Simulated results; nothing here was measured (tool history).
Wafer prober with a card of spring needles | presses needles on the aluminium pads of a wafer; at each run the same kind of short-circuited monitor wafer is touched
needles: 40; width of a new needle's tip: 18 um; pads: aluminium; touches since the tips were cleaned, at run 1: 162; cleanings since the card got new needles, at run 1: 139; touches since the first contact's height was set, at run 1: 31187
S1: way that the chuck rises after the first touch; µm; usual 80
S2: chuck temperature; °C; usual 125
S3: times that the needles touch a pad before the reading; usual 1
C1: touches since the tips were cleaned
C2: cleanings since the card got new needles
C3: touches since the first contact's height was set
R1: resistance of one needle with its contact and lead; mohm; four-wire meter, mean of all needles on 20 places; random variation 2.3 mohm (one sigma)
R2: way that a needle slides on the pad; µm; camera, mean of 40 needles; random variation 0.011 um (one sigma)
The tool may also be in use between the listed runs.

| run | hour | S1 | S2 | S3 | C1 | C2 | C3 | R1 | R2 |
|---|---|---|---|---|---|---|---|---|---|
| 1 | 0.0 | 80 | 125 | 1 | 162 | 139 | 31187 | 264 | 16.76 |
|  | 5.2 | tips cleaned on abrasive film |
|  | 10.4 | tips cleaned on abrasive film |
|  | 16.8 | tips cleaned on abrasive film |
| 2 | 20.6 | 76 | 125 | 1 | 1505 | 142 | 39274 | 262 | 15.94 |
|  | 23.2 | tips cleaned on abrasive film |
|  | 29.7 | tips cleaned on abrasive film |
|  | 34.9 | tips cleaned on abrasive film |
|  | 41.3 | tips cleaned on abrasive film |
|  | 46.5 | tips cleaned on abrasive film |
| 3 | 47.3 | 76 | 125 | 1 | 314 | 147 | 49729 | 262 | 15.93 |
|  | 52.5 | tips cleaned on abrasive film |
|  | 58.9 | tips cleaned on abrasive film |
|  | 65.4 | tips cleaned on abrasive film |
|  | 71.8 | tips cleaned on abrasive film |
|  | 74.7 | height of the first contact set anew |
| 4 | 76.1 | 76 | 51 | 1 | 1576 | 151 | 558 | 246 | 15.93 |
|  | 77.5 | tips cleaned on abrasive film |
|  | 82.7 | tips cleaned on abrasive film |
|  | 89.1 | tips cleaned on abrasive film |
|  | 94.3 | tips cleaned on abrasive film |
|  | 100.8 | tips cleaned on abrasive film |
|  | 106.2 | tips cleaned on abrasive film |
| 5 | 106.2 | 80 | 125 | 1 | 0 | 157 | 12328 | 263 | 16.76 |
|  | 111.4 | tips cleaned on abrasive film |
|  | 117.9 | tips cleaned on abrasive film |
|  | 124.3 | tips cleaned on abrasive film |
|  | 130.7 | tips cleaned on abrasive film |
| 6 | 131.7 | 80 | 125 | 1 | 383 | 161 | 22352 | 262 | 16.74 |
|  | 136.9 | tips cleaned on abrasive film |
|  | 142.1 | tips cleaned on abrasive film |
|  | 148.5 | tips cleaned on abrasive film |
| 7 | 149.7 | 80 | 125 | 1 | 469 | 164 | 29412 | 262 | 16.75 |
|  | 154.9 | tips cleaned on abrasive film |
|  | 161.3 | tips cleaned on abrasive film |
|  | 167.8 | tips cleaned on abrasive film |
| 8 | 168.3 | 80 | 125 | 1 | 198 | 167 | 36721 | 259 | 16.73 |
|  | 173.5 | tips cleaned on abrasive film |
|  | 179.9 | tips cleaned on abrasive film |
|  | 186.4 | tips cleaned on abrasive film |
|  | 191.6 | tips cleaned on abrasive film |
|  | 197.0 | tips cleaned on abrasive film |
| 9 | 197.0 | 80 | 125 | 1 | 0 | 172 | 47977 | 265 | 16.73 |
|  | 203.5 | tips cleaned on abrasive film |
|  | 208.7 | tips cleaned on abrasive film |
|  | 213.9 | tips cleaned on abrasive film |
|  | 220.3 | tips cleaned on abrasive film |
|  | 226.5 | tips cleaned on abrasive film |
| 10 | 226.5 | 80 | 125 | 1 | 0 | 177 | 59537 | 264 | 16.73 |
|  | 229.3 | height of the first contact set anew |
|  | 232.0 | tips cleaned on abrasive film |
|  | 238.4 | tips cleaned on abrasive film |
| 11 | 240.4 | 80 | 125 | 2 | 791 | 179 | 4351 | 265 | 16.72 |
|  | 244.3 | tips cleaned on abrasive film |
|  | 250.8 | tips cleaned on abrasive film |
|  | 256.0 | tips cleaned on abrasive film |
|  | 262.5 | tips cleaned on abrasive film |
| 12 | 264.6 | 80 | 125 | 1 | 838 | 183 | 13835 | 263 | 16.73 |
|  | 268.5 | tips cleaned on abrasive film |
|  | 274.9 | tips cleaned on abrasive film |
|  | 280.1 | tips cleaned on abrasive film |
| 13 | 280.3 | 90 | 125 | 1 | 54 | 186 | 19980 | 262 | 18.82 |
|  | 285.5 | tips cleaned on abrasive film |
|  | 291.9 | tips cleaned on abrasive film |
|  | 298.4 | tips cleaned on abrasive film |
|  | 303.6 | tips cleaned on abrasive film |
| 14 | 303.8 | 73 | 125 | 1 | 113 | 190 | 29229 | 264 | 15.26 |
|  | 309.0 | tips cleaned on abrasive film |
|  | 314.2 | tips cleaned on abrasive film |
|  | 320.6 | tips cleaned on abrasive film |
|  | 327.1 | tips cleaned on abrasive film |
| 15 | 328.1 | 76 | 43 | 3 | 411 | 194 | 38742 | 242 | 15.86 |
|  | 333.3 | tips cleaned on abrasive film |
|  | 339.7 | tips cleaned on abrasive film |
|  | 346.1 | tips cleaned on abrasive film |
| 16 | 346.1 | 83 | 48 | 3 | 0 | 197 | 45830 | 244 | 17.34 |
|  | 351.3 | tips cleaned on abrasive film |
|  | 357.8 | tips cleaned on abrasive film |
|  | 363.0 | tips cleaned on abrasive film |
| 17 | 364.9 | 83 | 48 | 3 | 789 | 200 | 53217 | 245 | 17.31 |
|  | 368.8 | tips cleaned on abrasive film |
|  | 374.0 | tips cleaned on abrasive film |
|  | 380.5 | tips cleaned on abrasive film |
|  | 383.4 | height of the first contact set anew |
|  | 387.2 | tips cleaned on abrasive film |
| 18 | 388.2 | 83 | 45 | 3 | 392 | 204 | 1900 | 243 | 17.33 |
|  | 393.4 | tips cleaned on abrasive film |
|  | 398.6 | tips cleaned on abrasive film |
|  | 405.1 | tips cleaned on abrasive film |
|  | 411.6 | tips cleaned on abrasive film |
| 19 | 412.0 | 67 | 32 | 1 | 182 | 208 | 11238 | 238 | 13.98 |
|  | 417.2 | tips cleaned on abrasive film |
|  | 422.4 | tips cleaned on abrasive film |
|  | 428.9 | tips cleaned on abrasive film |
| 20 | 430.8 | 67 | 32 | 1 | 765 | 211 | 18607 | 243 | 13.99 |
|  | 434.7 | tips cleaned on abrasive film |
|  | 439.9 | tips cleaned on abrasive film |
|  | 446.4 | tips cleaned on abrasive film |
|  | 451.6 | tips cleaned on abrasive film |
| 21 | 453.2 | 67 | 32 | 1 | 675 | 215 | 27411 | 242 | 13.98 |
|  | 457.2 | tips cleaned on abrasive film |
|  | 463.6 | tips cleaned on abrasive film |
|  | 470.0 | tips cleaned on abrasive film |
|  | 476.5 | tips cleaned on abrasive film |
|  | 482.9 | tips cleaned on abrasive film |
| 22 | 483.1 | 67 | 32 | 1 | 87 | 220 | 39142 | 245 | 13.97 |
|  | 488.3 | tips cleaned on abrasive film |
|  | 494.8 | tips cleaned on abrasive film |
|  | 501.3 | tips cleaned on abrasive film |
|  | 507.7 | tips cleaned on abrasive film |
| 23 | 507.9 | 67 | 32 | 1 | 51 | 224 | 48857 | 242 | 13.97 |
|  | 513.1 | tips cleaned on abrasive film |
|  | 519.6 | tips cleaned on abrasive film |
| 24 | 521.4 | 94 | 125 | 1 | 750 | 226 | 54191 | 264 | 19.61 |
|  | 525.4 | tips cleaned on abrasive film |
|  | 531.8 | tips cleaned on abrasive film |
|  | 537.0 | tips cleaned on abrasive film |
|  | 537.3 | height of the first contact set anew |
|  | 542.5 | tips cleaned on abrasive film |
| 25 | 545.7 | 79 | 125 | 2 | 1289 | 230 | 3324 | 263 | 16.46 |
|  | 548.3 | tips cleaned on abrasive film |
|  | 554.8 | tips cleaned on abrasive film |
|  | 561.3 | tips cleaned on abrasive film |
|  | 567.7 | tips cleaned on abrasive film |
| 26 | 570.2 | 80 | 39 | 1 | 987 | 234 | 12938 | 242 | 16.66 |

3 ways to go on from here, each from the tool as it stands after run 26. What would each give?
|  | 574.1 | tips cleaned on abrasive film |
|  | 580.5 | tips cleaned on abrasive film |
|  | 587.0 | tips cleaned on abrasive film |
|  | 592.2 | tips cleaned on abrasive film |
|  | 598.6 | tips cleaned on abrasive film |
| A | 598.6 | 80 | 125 | 2 | 0 | 239 | 24081 | ? | ? |
|  | 574.1 | tips cleaned on abrasive film |
|  | 580.5 | tips cleaned on abrasive film |
|  | 587.0 | tips cleaned on abrasive film |
|  | 592.2 | tips cleaned on abrasive film |
|  | 598.6 | tips cleaned on abrasive film |
| B | 598.6 | 80 | 36 | 2 | 0 | 239 | 24081 | ? | ? |
|  | 574.1 | tips cleaned on abrasive film |
|  | 580.5 | tips cleaned on abrasive film |
|  | 587.0 | tips cleaned on abrasive film |
|  | 592.2 | tips cleaned on abrasive film |
|  | 598.6 | tips cleaned on abrasive film |
| C | 598.6 | 80 | 125 | 2 | 0 | 239 | 24081 | ? | ? |

| run | R1 | R2 |
|---|---|---|
| A | 261 | 16.66 |
| B | 238 | 16.64 |
| C | 260 | 16.64 |
Without the tool's hidden state the same runs would have given:
| run | R1 | R2 |
|---|---|---|
| A | 261 | 16.78 |
| B | 238 | 16.76 |
| C | 260 | 16.76 |
